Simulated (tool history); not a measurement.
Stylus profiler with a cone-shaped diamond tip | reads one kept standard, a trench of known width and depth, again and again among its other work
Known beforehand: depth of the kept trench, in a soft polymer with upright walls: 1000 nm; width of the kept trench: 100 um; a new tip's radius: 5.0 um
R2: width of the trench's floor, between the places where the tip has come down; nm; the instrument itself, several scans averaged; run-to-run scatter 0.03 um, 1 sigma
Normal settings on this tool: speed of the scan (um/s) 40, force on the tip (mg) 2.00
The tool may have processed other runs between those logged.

{"run": 1, "hour": 0.0, "speed of the scan (um/s)": 40, "force on the tip (mg)": 2.0, "depth of the trench (Å)": 10052.2, "R2": 93840}
{"run": 2, "hour": 126.3, "speed of the scan (um/s)": 40, "force on the tip (mg)": 2.0, "depth of the trench (Å)": 10049.9, "R2": 93870}
{"run": 3, "hour": 180.4, "speed of the scan (um/s)": 37, "force on the tip (mg)": 2.0, "depth of the trench (Å)": 10053.7, "R2": 93850}
{"hour": 248.8, "done": "height scale calibrated on a step standard"}
{"run": 4, "hour": 270.4, "speed of the scan (um/s)": 40, "force on the tip (mg)": 1.33, "depth of the trench (Å)": 10038.3, "R2": 93770}
{"run": 5, "hour": 342.2, "speed of the scan (um/s)": 40, "force on the tip (mg)": 1.33, "depth of the trench (Å)": 10037.8, "R2": 93810}
{"run": 6, "hour": 433.4, "speed of the scan (um/s)": 42, "force on the tip (mg)": 2.0, "depth of the trench (Å)": 10054.3, "R2": 93880}
{"run": 7, "hour": 489.4, "speed of the scan (um/s)": 42, "force on the tip (mg)": 2.29, "depth of the trench (Å)": 10060.5, "R2": 93830}
{"run": 8, "hour": 572.2, "speed of the scan (um/s)": 42, "force on the tip (mg)": 2.29, "depth of the trench (Å)": 10061.6, "R2": 93830}
{"run": 9, "hour": 630.3, "speed of the scan (um/s)": 42, "force on the tip (mg)": 2.29, "depth of the trench (Å)": 10060.3, "R2": 93850}
{"hour": 711.2, "done": "new tip fitted, height scale calibrated"}
{"run": 10, "hour": 719.8, "speed of the scan (um/s)": 42, "force on the tip (mg)": 2.29, "depth of the trench (Å)": 10061.5, "R2": 93850}
{"run": 11, "hour": 813.8, "speed of the scan (um/s)": 42, "force on the tip (mg)": 2.29, "depth of the trench (Å)": 10056.8, "R2": 93880}
{"run": 12, "hour": 882.0, "speed of the scan (um/s)": 42, "force on the tip (mg)": 2.29, "depth of the trench (Å)": 10057.7, "R2": 93860}
{"run": 13, "hour": 988.9, "speed of the scan (um/s)": 39, "force on the tip (mg)": 2.09, "depth of the trench (Å)": 10056.3, "R2": 93930}
{"run": 14, "hour": 1048.1, "speed of the scan (um/s)": 39, "force on the tip (mg)": 2.09, "depth of the trench (Å)": 10052.4, "R2": 93920}
{"run": 15, "hour": 1174.2, "speed of the scan (um/s)": 11, "force on the tip (mg)": 1.61, "depth of the trench (Å)": 10046.5, "R2": 93930}
{"run": 16, "hour": 1300.7, "speed of the scan (um/s)": 103, "force on the tip (mg)": 0.68, "depth of the trench (Å)": 10025.4, "R2": 93390}
{"run": 17, "hour": 1427.2, "speed of the scan (um/s)": 18, "force on the tip (mg)": 1.69, "depth of the trench (Å)": 10049.2, "R2": 93910}
{"run": 18, "hour": 1548.1, "speed of the scan (um/s)": 64, "force on the tip (mg)": 2.54, "depth of the trench (Å)": 10061.7, "R2": 93850}
{"run": 19, "hour": 1669.9, "speed of the scan (um/s)": 40, "force on the tip (mg)": 0.78, "depth of the trench (Å)": 10027.1, "R2": 93810}
{"run": 20, "hour": 1723.7, "speed of the scan (um/s)": 19, "force on the tip (mg)": 1.19, "depth of the trench (Å)": 10032.8, "R2": 93940}
{"run": 21, "hour": 1837.6, "speed of the scan (um/s)": 19, "force on the tip (mg)": 1.19, "depth of the trench (Å)": 10039.7, "R2": 93900}
{"run": 22, "hour": 1940.4, "speed of the scan (um/s)": 59, "force on the tip (mg)": 1.54, "depth of the trench (Å)": 10047.1, "R2": 93790}
{"run": 23, "hour": 2035.8, "speed of the scan (um/s)": 143, "force on the tip (mg)": 1.49, "depth of the trench (Å)": 10043.8, "R2": 93480}
{"run": 24, "hour": 2113.2, "speed of the scan (um/s)": 54, "force on the tip (mg)": 1.49, "depth of the trench (Å)": 10046.4, "R2": 93760}

Here are 4 independent what-if runs from the current tool condition. What would each one return?
{"run": "A", "hour": 2173.7, "speed of the scan (um/s)": 130, "force on the tip (mg)": 2.34, "depth of the trench (Å)": "?", "R2": "?"}
{"run": "B", "hour": 2173.7, "speed of the scan (um/s)": 63, "force on the tip (mg)": 2.0, "depth of the trench (Å)": "?", "R2": "?"}
{"run": "C", "hour": 2173.7, "speed of the scan (um/s)": 104, "force on the tip (mg)": 3.36, "depth of the trench (Å)": "?", "R2": "?"}
{"run": "D", "hour": 2173.7, "speed of the scan (um/s)": 108, "force on the tip (mg)": 1.07, "depth of the trench (Å)": "?", "R2": "?"}

run=A depth_of_the_trench_(Å)=10054.4 R2=93670
run=B depth_of_the_trench_(Å)=10054.8 R2=93750
run=C depth_of_the_trench_(Å)=10074.0 R2=93700
run=D depth_of_the_trench_(Å)=10036.7 R2=93530
Without the tool's unlogged condition, the same runs would have read:
run=A depth_of_the_trench_(Å)=10054.4 R2=93690
run=B depth_of_the_trench_(Å)=10054.8 R2=93770
run=C depth_of_the_trench_(Å)=10073.9 R2=93710
run=D depth_of_the_trench_(Å)=10036.6 R2=93550
